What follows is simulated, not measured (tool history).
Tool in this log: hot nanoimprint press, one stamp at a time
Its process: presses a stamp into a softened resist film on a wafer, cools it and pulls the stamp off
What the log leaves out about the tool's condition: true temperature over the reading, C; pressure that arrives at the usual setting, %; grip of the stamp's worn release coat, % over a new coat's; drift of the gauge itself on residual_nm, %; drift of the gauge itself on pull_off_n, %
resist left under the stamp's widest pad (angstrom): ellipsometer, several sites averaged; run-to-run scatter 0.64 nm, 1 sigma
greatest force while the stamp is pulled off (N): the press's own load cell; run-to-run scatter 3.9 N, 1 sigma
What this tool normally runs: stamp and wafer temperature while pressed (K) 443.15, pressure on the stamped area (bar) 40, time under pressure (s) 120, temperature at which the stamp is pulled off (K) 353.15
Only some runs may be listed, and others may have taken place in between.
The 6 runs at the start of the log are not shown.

run	day	stamp and wafer temperature while pressed (K)	pressure on the stamped area (bar)	time under pressure (s)	temperature at which the stamp is pulled off (K)	hours of work since the thermocouple was calibrated	imprints on the stamp's release coat	hours of work since the press's seals were changed	resist left under the stamp's widest pad (angstrom)	greatest force while the stamp is pulled off (N)
7	2.804	443.15	26.8	120	353.15	182	714	107	1783	203
8	3.433	443.15	26.8	120	353.15	192	766	117	1783	214
9	4.054	443.15	26.8	120	353.15	202	818	127	1777	205
10	4.433	443.15	26.8	120	353.15	208	850	133	1778	205
11	5.038	443.15	25.3	120	353.15	218	900	143	1815	210
# day 5.204: plate thermocouple calibrated
12	5.642	443.15	40	120	353.15	7	940	150	1471	213
13	6.079	443.15	40	120	353.15	14	976	157	1477	211
14	6.592	443.15	40	120	353.15	22	1019	165	1469	208
# day 6.767: plate thermocouple calibrated, once more
15	7.05	443.15	40	120	353.15	5	1047	171	1550	219
16	7.45	443.15	43.5	224	353.15	11	1080	177	1188	215
17	7.788	443.15	43.5	224	353.15	16	1108	183	1181	218
18	8.267	443.15	32.4	224	351.15	24	1148	190	1374	234
19	8.808	439.15	27.4	120	358.15	33	1193	199	2161	204
20	9.217	452.15	43.8	120	345.15	39	1227	206	895	256
21	9.525	443.15	28.2	220	353.15	44	1253	210	1468	226
22	10.017	443.15	28.2	220	353.15	52	1294	218	1481	227
23	10.35	443.15	28.2	154	341.15	57	1321	224	1651	285
24	10.796	443.15	40	232	353.15	65	1359	231	1224	219
25	11.208	443.15	40	232	353.15	71	1393	238	1218	233
26	11.829	447.15	40	232	353.15	81	1445	247	963	226
27	12.321	447.15	34.9	232	346.15	89	1486	255	1030	278

Expected results for the next run?
28	12.775	443.15	37.6	120	358.15	96	1523	263	?	?

resist left under the stamp's widest pad (angstrom): 1581
greatest force while the stamp is pulled off (N): 209
With the hidden condition absent and the run-to-run variation left alone, this run would have shown resist left under the stamp's widest pad (angstrom) 1556, greatest force while the stamp is pulled off (N) 170.
